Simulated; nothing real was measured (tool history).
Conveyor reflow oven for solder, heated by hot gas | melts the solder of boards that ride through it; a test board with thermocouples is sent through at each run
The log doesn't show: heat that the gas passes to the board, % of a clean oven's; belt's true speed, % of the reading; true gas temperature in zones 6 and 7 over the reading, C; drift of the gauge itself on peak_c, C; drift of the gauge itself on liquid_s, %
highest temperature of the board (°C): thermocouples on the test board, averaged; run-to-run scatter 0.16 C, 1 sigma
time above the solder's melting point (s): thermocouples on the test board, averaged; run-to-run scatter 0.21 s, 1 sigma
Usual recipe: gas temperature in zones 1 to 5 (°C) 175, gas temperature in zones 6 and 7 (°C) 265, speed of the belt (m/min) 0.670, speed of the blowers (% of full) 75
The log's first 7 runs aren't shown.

| run | day | gas temperature in zones 1 to 5 (°C) | gas temperature in zones 6 and 7 (°C) | speed of the belt (m/min) | speed of the blowers (% of full) | hours of work since the flux was cleaned out | hours of work since the belt drive was overhauled | hours of work since the thermocouples were changed | highest temperature of the board (°C) | time above the solder's melting point (s) |
|---|---|---|---|---|---|---|---|---|---|---|
| 8 | 11.517 | 175 | 265 | 0.670 | 75 | 113 | 552 | 528 | 250.4 | 46.5 |
|  | 13.112 | flux residue cleaned out of gas plates and filters, once more |
|  | 13.196 | thermocouples of zones 6 and 7 changed |
| 9 | 13.504 | 175 | 265 | 0.670 | 75 | 4 | 573 | 4 | 250.8 | 47.2 |
| 10 | 14.658 | 175 | 265 | 0.670 | 75 | 18 | 588 | 18 | 251.1 | 47.5 |
| 11 | 15.962 | 175 | 265 | 0.670 | 75 | 35 | 604 | 35 | 250.7 | 47.3 |
| 12 | 16.983 | 175 | 265 | 0.670 | 75 | 48 | 617 | 48 | 250.9 | 47.1 |
| 13 | 18.396 | 175 | 265 | 0.670 | 75 | 65 | 635 | 65 | 250.9 | 46.9 |
| 14 | 20.292 | 175 | 265 | 0.670 | 75 | 89 | 659 | 89 | 250.5 | 46.7 |
| 15 | 22.100 | 175 | 265 | 0.670 | 75 | 112 | 681 | 112 | 250.3 | 46.5 |
| 16 | 23.325 | 182 | 265 | 0.670 | 75 | 127 | 697 | 127 | 251.6 | 49.8 |
| 17 | 24.712 | 182 | 265 | 0.670 | 75 | 145 | 714 | 145 | 251.7 | 49.6 |
| 18 | 26.129 | 182 | 265 | 0.670 | 75 | 163 | 732 | 163 | 251.7 | 49.7 |
| 19 | 27.912 | 182 | 267 | 0.670 | 75 | 185 | 755 | 185 | 253.1 | 51.0 |
| 20 | 29.029 | 176 | 265 | 0.679 | 66 | 199 | 769 | 199 | 247.4 | 43.4 |
| 21 | 30.071 | 176 | 265 | 0.679 | 66 | 212 | 782 | 212 | 247.4 | 43.5 |
|  | 31.496 | flux residue cleaned out of gas plates and filters |
| 22 | 32.121 | 176 | 265 | 0.679 | 66 | 8 | 805 | 235 | 249.0 | 45.2 |
| 23 | 33.688 | 175 | 265 | 0.670 | 52 | 28 | 825 | 255 | 243.4 | 39.8 |
| 24 | 35.238 | 175 | 265 | 0.670 | 52 | 47 | 844 | 275 | 243.3 | 40.2 |
| 25 | 36.533 | 175 | 257 | 0.750 | 75 | 63 | 860 | 291 | 241.7 | 35.8 |
| 26 | 37.571 | 172 | 257 | 0.551 | 75 | 76 | 873 | 304 | 249.4 | 57.5 |
| 27 | 38.896 | 172 | 257 | 0.551 | 75 | 93 | 890 | 321 | 249.2 | 57.5 |
| 28 | 40.267 | 172 | 258 | 0.670 | 77 | 110 | 907 | 338 | 245.7 | 43.3 |
| 29 | 41.283 | 172 | 258 | 0.796 | 77 | 123 | 920 | 351 | 240.8 | 31.4 |
| 30 | 43.138 | 177 | 265 | 0.670 | 75 | 146 | 943 | 374 | 251.7 | 48.7 |
| 31 | 45.000 | 185 | 265 | 0.670 | 57 | 170 | 967 | 397 | 247.3 | 47.4 |
| 32 | 45.962 | 185 | 265 | 0.670 | 69 | 182 | 979 | 409 | 251.5 | 51.1 |

Consider 3 possible next runs. They are alternatives, not a sequence: every one starts from the tool as it was left by run 32. What does each give?
| A | 47.262 | 185 | 265 | 0.787 | 68 | 198 | 995 | 426 | ? | ? |
| B | 47.262 | 188 | 265 | 0.670 | 62 | 198 | 995 | 426 | ? | ? |
| C | 47.262 | 185 | 265 | 0.670 | 56 | 198 | 995 | 426 | ? | ? |

| run | highest temperature of the board (°C) | time above the solder's melting point (s) |
|---|---|---|
| A | 246.1 | 38.9 |
| B | 249.9 | 50.0 |
| C | 247.1 | 46.6 |
Had the tool no hidden state, the same runs would have come out as:
| run | highest temperature of the board (°C) | time above the solder's melting point (s) |
|---|---|---|
| A | 245.6 | 38.0 |
| B | 249.1 | 48.6 |
| C | 246.2 | 45.2 |
